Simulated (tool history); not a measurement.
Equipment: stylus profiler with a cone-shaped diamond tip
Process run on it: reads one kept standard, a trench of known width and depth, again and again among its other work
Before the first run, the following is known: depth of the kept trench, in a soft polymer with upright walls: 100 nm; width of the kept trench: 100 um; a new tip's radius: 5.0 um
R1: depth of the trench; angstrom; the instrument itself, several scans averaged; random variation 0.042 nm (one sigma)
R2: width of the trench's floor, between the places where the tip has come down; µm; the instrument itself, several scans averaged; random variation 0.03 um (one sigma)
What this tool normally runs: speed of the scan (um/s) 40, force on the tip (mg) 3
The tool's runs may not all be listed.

Run 1, day 0: usual settings. Result: R1 1012.2 angstrom, R2 97.93 µm.
Run 2, day 0.358: usual settings but force on the tip (mg) 1.95. Result: R1 1009.5 angstrom, R2 97.83 µm.
Run 3, day 0.729: usual settings but force on the tip (mg) 1.95. Result: R1 1009.9 angstrom, R2 97.83 µm.
Run 4, day 1.175: usual settings but force on the tip (mg) 1.95. Result: R1 1009.4 angstrom, R2 97.8 µm.
Run 5, day 1.588: usual settings but speed of the scan (um/s) 19, force on the tip (mg) 1.95. Result: R1 1009.6 angstrom, R2 97.93 µm.
Run 6, day 2.025: usual settings but speed of the scan (um/s) 19, force on the tip (mg) 1.95. Result: R1 1009.8 angstrom, R2 97.86 µm.
Run 7, day 2.692: usual settings but speed of the scan (um/s) 19, force on the tip (mg) 4.88. Result: R1 1017.9 angstrom, R2 97.91 µm.
Run 8, day 3.354: usual settings but speed of the scan (um/s) 19, force on the tip (mg) 4.88. Result: R1 1018 angstrom, R2 97.91 µm.
Run 9, day 3.692: usual settings but force on the tip (mg) 3.22. Result: R1 1013.8 angstrom, R2 97.82 µm.
Run 10, day 4.312: usual settings but force on the tip (mg) 3.22. Result: R1 1013 angstrom, R2 97.8 µm.
Run 11, day 4.733: usual settings. Result: R1 1012.4 angstrom, R2 97.82 µm.
Run 12, day 5.371: usual settings. Result: R1 1012.5 angstrom, R2 97.79 µm.
Run 13, day 5.65: usual settings but speed of the scan (um/s) 67. Result: R1 1012.4 angstrom, R2 97.77 µm.
Run 14, day 6.142: usual settings but force on the tip (mg) 5.47. Result: R1 1019.5 angstrom, R2 97.88 µm.
Run 15, day 6.667: usual settings but force on the tip (mg) 5.47. Result: R1 1019.1 angstrom, R2 97.83 µm.
Run 16, day 7.2: usual settings but speed of the scan (um/s) 152, force on the tip (mg) 5.47. Result: R1 1020 angstrom, R2 97.64 µm.
Run 17, day 7.708: usual settings but speed of the scan (um/s) 152, force on the tip (mg) 5.47. Result: R1 1018.7 angstrom, R2 97.62 µm.
Run 18, day 8.125: usual settings but speed of the scan (um/s) 83, force on the tip (mg) 5.47. Result: R1 1020.5 angstrom, R2 97.78 µm.
Run 19, day 8.688: usual settings. Result: R1 1012.3 angstrom, R2 97.78 µm.
Run 20, day 9.3: usual settings. Result: R1 1012.5 angstrom, R2 97.79 µm.
Run 21, day 9.721: usual settings. Result: R1 1012.7 angstrom, R2 97.78 µm.
Run 22, day 10.167: usual settings. Result: R1 1012.9 angstrom, R2 97.79 µm.
Run 23, day 10.825: usual settings. Result: R1 1012.2 angstrom, R2 97.75 µm.
Run 24, day 11.108: usual settings but speed of the scan (um/s) 110. Result: R1 1012.8 angstrom, R2 97.65 µm.
Run 25, day 11.788: usual settings but speed of the scan (um/s) 18, force on the tip (mg) 8.26. Result: R1 1025.7 angstrom, R2 97.88 µm.
Run 26, day 12.304: usual settings but speed of the scan (um/s) 75, force on the tip (mg) 5.78. Result: R1 1020.3 angstrom, R2 97.72 µm.
Run 27, day 12.917: usual settings but speed of the scan (um/s) 16, force on the tip (mg) 1.79. Result: R1 1009.6 angstrom, R2 97.83 µm.
Run 28, day 13.254: usual settings but speed of the scan (um/s) 110, force on the tip (mg) 1.11. Result: R1 1006.6 angstrom, R2 97.4 µm.
Run 29, day 13.929: usual settings but speed of the scan (um/s) 110, force on the tip (mg) 1.11. Result: R1 1006.5 angstrom, R2 97.42 µm.
Run 30, day 14.317: usual settings but speed of the scan (um/s) 110, force on the tip (mg) 1.11. Result: R1 1006.4 angstrom, R2 97.46 µm.
Run 31, day 14.75: usual settings but speed of the scan (um/s) 79, force on the tip (mg) 1.56. Result: R1 1008.3 angstrom, R2 97.6 µm.
Run 32, day 15.354: usual settings but speed of the scan (um/s) 49, force on the tip (mg) 6.22. Result: R1 1021.6 angstrom, R2 97.77 µm.
Run 33, day 15.733: usual settings but speed of the scan (um/s) 113, force on the tip (mg) 3.7. Result: R1 1014.3 angstrom, R2 97.56 µm.
Run 34, day 16.271: usual settings but speed of the scan (um/s) 113, force on the tip (mg) 3.7. Result: R1 1014.9 angstrom, R2 97.54 µm.
Run 35, day 16.779: usual settings but speed of the scan (um/s) 110, force on the tip (mg) 4.24. Result: R1 1016.6 angstrom, R2 97.59 µm.
Run 36, day 17.333: usual settings but speed of the scan (um/s) 110, force on the tip (mg) 4.24. Result: R1 1016.5 angstrom, R2 97.62 µm.
Run 37, day 17.912: usual settings but speed of the scan (um/s) 28, force on the tip (mg) 4.24. Result: R1 1016.1 angstrom, R2 97.79 µm.
Run 38, day 18.521: usual settings but speed of the scan (um/s) 17, force on the tip (mg) 1.82. Result: R1 1009.5 angstrom, R2 97.76 µm.
Run 39, day 18.846: usual settings but speed of the scan (um/s) 28, force on the tip (mg) 1.23. Result: R1 1005.2 angstrom, R2 97.7 µm.
Run 40, day 19.158: usual settings but speed of the scan (um/s) 28, force on the tip (mg) 2.42. Result: R1 1011.3 angstrom, R2 97.82 µm.
Run 41, day 19.646: usual settings but speed of the scan (um/s) 28, force on the tip (mg) 2.42. Result: R1 1010.8 angstrom, R2 97.74 µm.
Run 42, day 20.008: usual settings but speed of the scan (um/s) 28, force on the tip (mg) 2.42. Result: R1 1010.7 angstrom, R2 97.74 µm.

Selected run-to-run steps in R1, each split into two signed amounts: the part the tool would show with no hidden state at all (from settings, incoming material and random variation), and the remainder, which goes to the hidden state together with any gauge scatter not common to the measured and the hidden-state-free results:
Hidden state at play: radius of the tip, um; height scale over the true one, %; drift of the gauge itself on depth_nm, %; drift of the gauge itself on floor_um, %.
Run 4 -> 5: speed of the scan (um/s) 40 -> 19. R1 +0.2 angstrom: hidden state -0.1, all else +0.3.
Run 5 -> 6: settings left as they were, no log entry in between. R1 +0.2 angstrom: hidden state +0.1, all else +0.1.
Run 24 -> 25: speed of the scan (um/s) 110 -> 18, force on the tip (mg) 3 -> 8.26. R1 +12.9 angstrom: hidden state +0, all else +12.9.
Run 26 -> 27: speed of the scan (um/s) 75 -> 16, force on the tip (mg) 5.78 -> 1.79. R1 -10.7 angstrom: hidden state +0, all else -10.7.
Run 31 -> 32: speed of the scan (um/s) 79 -> 49, force on the tip (mg) 1.56 -> 6.22. R1 +13.3 angstrom: hidden state +0.1, all else +13.2.
Run 33 -> 34: settings left as they were, no log entry in between. R1 +0.6 angstrom: hidden state -0.2, all else +0.8.

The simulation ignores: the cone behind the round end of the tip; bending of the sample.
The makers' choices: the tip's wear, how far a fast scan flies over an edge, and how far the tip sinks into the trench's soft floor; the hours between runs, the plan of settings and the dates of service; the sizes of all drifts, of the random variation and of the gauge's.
